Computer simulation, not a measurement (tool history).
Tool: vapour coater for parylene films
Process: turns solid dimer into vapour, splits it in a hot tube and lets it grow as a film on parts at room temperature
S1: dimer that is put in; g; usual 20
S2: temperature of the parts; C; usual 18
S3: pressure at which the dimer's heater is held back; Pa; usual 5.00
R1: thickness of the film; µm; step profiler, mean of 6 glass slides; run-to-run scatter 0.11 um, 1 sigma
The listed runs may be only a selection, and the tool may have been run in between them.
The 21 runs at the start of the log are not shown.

| run | day | S1 | S2 | S3 | R1 |
|---|---|---|---|---|---|
| 22 | 11.975 | 11 | 21 | 3.12 | 8.55 |
| 23 | 12.488 | 12 | 17 | 7.48 | 8.88 |
| 24 | 12.862 | 12 | 17 | 7.48 | 8.74 |
| 25 | 13.496 | 12 | 17 | 7.48 | 8.70 |
| 26 | 13.975 | 20 | 20 | 5.00 | 14.52 |
|  | 14.054 | table's thermometer calibrated |
| 27 | 14.750 | 11 | 12 | 11.77 | 8.43 |
| 28 | 15.267 | 30 | 15 | 2.57 | 28.80 |
| 29 | 15.925 | 17 | 18 | 5.00 | 12.99 |
|  | 16.317 | table's thermometer calibrated, once more |
| 30 | 16.317 | 9 | 23 | 5.00 | 5.92 |
| 31 | 16.933 | 9 | 23 | 5.00 | 5.90 |
| 32 | 17.504 | 20 | 18 | 2.56 | 17.50 |
| 33 | 18.250 | 20 | 16 | 5.00 | 16.10 |
| 34 | 18.958 | 30 | 29 | 3.56 | 17.84 |
| 35 | 19.654 | 15 | 16 | 9.92 | 10.51 |
| 36 | 20.417 | 15 | 16 | 9.92 | 10.41 |
| 37 | 20.779 | 18 | 11 | 5.11 | 16.84 |
| 38 | 21.212 | 31 | 18 | 5.00 | 23.38 |
| 39 | 21.829 | 13 | 19 | 9.94 | 8.24 |
| 40 | 22.425 | 13 | 19 | 9.94 | 8.30 |

Predict each of these 3 candidate next runs independently; none follows another, all start after run 40:
| A | 23.138 | 16 | 25 | 9.94 | ? |
| B | 23.138 | 21 | 12 | 2.67 | ? |
| C | 23.138 | 27 | 18 | 11.56 | ? |

| run | R1 |
|---|---|
| A | 8.35 |
| B | 20.98 |
| C | 17.25 |
What these runs would have given with no unlogged condition in the tool:
| run | R1 |
|---|---|
| A | 9.18 |
| B | 23.04 |
| C | 18.96 |
